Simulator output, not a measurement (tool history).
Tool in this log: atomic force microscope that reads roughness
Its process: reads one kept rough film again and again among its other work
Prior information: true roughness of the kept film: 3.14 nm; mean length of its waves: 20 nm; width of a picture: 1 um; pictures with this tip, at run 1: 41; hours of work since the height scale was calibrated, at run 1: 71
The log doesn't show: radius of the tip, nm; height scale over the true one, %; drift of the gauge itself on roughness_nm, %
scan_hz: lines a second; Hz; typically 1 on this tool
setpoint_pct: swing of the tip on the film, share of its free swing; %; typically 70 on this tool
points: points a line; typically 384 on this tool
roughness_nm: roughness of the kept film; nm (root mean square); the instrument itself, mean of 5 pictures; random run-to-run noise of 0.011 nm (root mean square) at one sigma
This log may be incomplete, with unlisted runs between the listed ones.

| run | day | scan_hz | setpoint_pct | points | pictures with this tip | hours of work since the height scale was calibrated | roughness_nm |
|---|---|---|---|---|---|---|---|
| 1 | 0 | 1 | 70 | 384 | 41 | 71 | 2.363 |
| 2 | 0.442 | 0.55 | 70 | 384 | 57 | 77 | 2.38 |
| 3 | 0.754 | 0.55 | 70 | 384 | 69 | 81 | 2.323 |
| 4 | 1.246 | 0.55 | 70 | 384 | 87 | 88 | 2.266 |
| 5 | 1.725 | 0.55 | 70 | 384 | 104 | 94 | 2.203 |
| 6 | 2.162 | 1 | 70 | 498 | 120 | 100 | 2.129 |
| 7 | 2.467 | 1 | 59 | 498 | 131 | 104 | 2.141 |
| 8 | 2.867 | 1 | 70 | 384 | 146 | 109 | 2.02 |
| 9 | 3.229 | 1 | 70 | 384 | 159 | 114 | 1.975 |
| 10 | 3.525 | 1 | 70 | 384 | 170 | 118 | 1.95 |
| 11 | 3.738 | 1 | 70 | 384 | 178 | 121 | 1.939 |
| 12 | 3.979 | 1 | 70 | 384 | 187 | 124 | 1.908 |
| 13 | 4.421 | 1 | 70 | 384 | 203 | 130 | 1.881 |
| 14 | 4.879 | 1 | 70 | 878 | 220 | 136 | 1.857 |
| 15 | 5.204 | 1 | 70 | 878 | 232 | 140 | 1.818 |
| 16 | 5.533 | 1 | 70 | 878 | 244 | 145 | 1.807 |
| 17 | 5.808 | 2.18 | 70 | 384 | 254 | 148 | 1.655 |
| 18 | 6.133 | 1 | 70 | 384 | 266 | 153 | 1.727 |
| 19 | 6.596 | 1 | 70 | 384 | 283 | 159 | 1.696 |
|  | 6.696 | new tip fitted |
| 20 | 6.888 | 3.06 | 70 | 487 | 7 | 162 | 2.264 |
| 21 | 7.1 | 1 | 75 | 537 | 14 | 165 | 2.461 |
| 22 | 7.525 | 1 | 75 | 537 | 30 | 171 | 2.391 |
| 23 | 7.762 | 0.87 | 58 | 574 | 39 | 174 | 2.449 |
| 24 | 8.196 | 0.55 | 83 | 474 | 55 | 180 | 2.295 |
| 25 | 8.638 | 0.73 | 74 | 384 | 71 | 186 | 2.249 |
| 26 | 8.946 | 0.73 | 74 | 384 | 82 | 190 | 2.21 |
| 27 | 9.392 | 0.73 | 74 | 384 | 99 | 196 | 2.163 |
| 28 | 9.729 | 0.73 | 57 | 294 | 111 | 200 | 2.151 |
| 29 | 9.946 | 0.73 | 57 | 294 | 119 | 203 | 2.14 |
| 30 | 10.312 | 3.87 | 78 | 529 | 132 | 208 | 1.651 |
| 31 | 10.671 | 2.53 | 70 | 595 | 146 | 213 | 1.885 |
| 32 | 11.146 | 2.92 | 86 | 339 | 163 | 219 | 1.513 |
| 33 | 11.633 | 3.49 | 82 | 384 | 181 | 225 | 1.484 |
| 34 | 12.067 | 1.39 | 63 | 384 | 197 | 231 | 1.865 |

Estimate the outcome of run 35 from the log above:
| 35 | 12.292 | 1 | 80 | 384 | 205 | 234 | ? |

For run 35 the tool returned roughness_nm 1.773 nm (root mean square).
The same run, on a tool lacking any hidden state, would have yielded roughness_nm 2.44 nm (root mean square).

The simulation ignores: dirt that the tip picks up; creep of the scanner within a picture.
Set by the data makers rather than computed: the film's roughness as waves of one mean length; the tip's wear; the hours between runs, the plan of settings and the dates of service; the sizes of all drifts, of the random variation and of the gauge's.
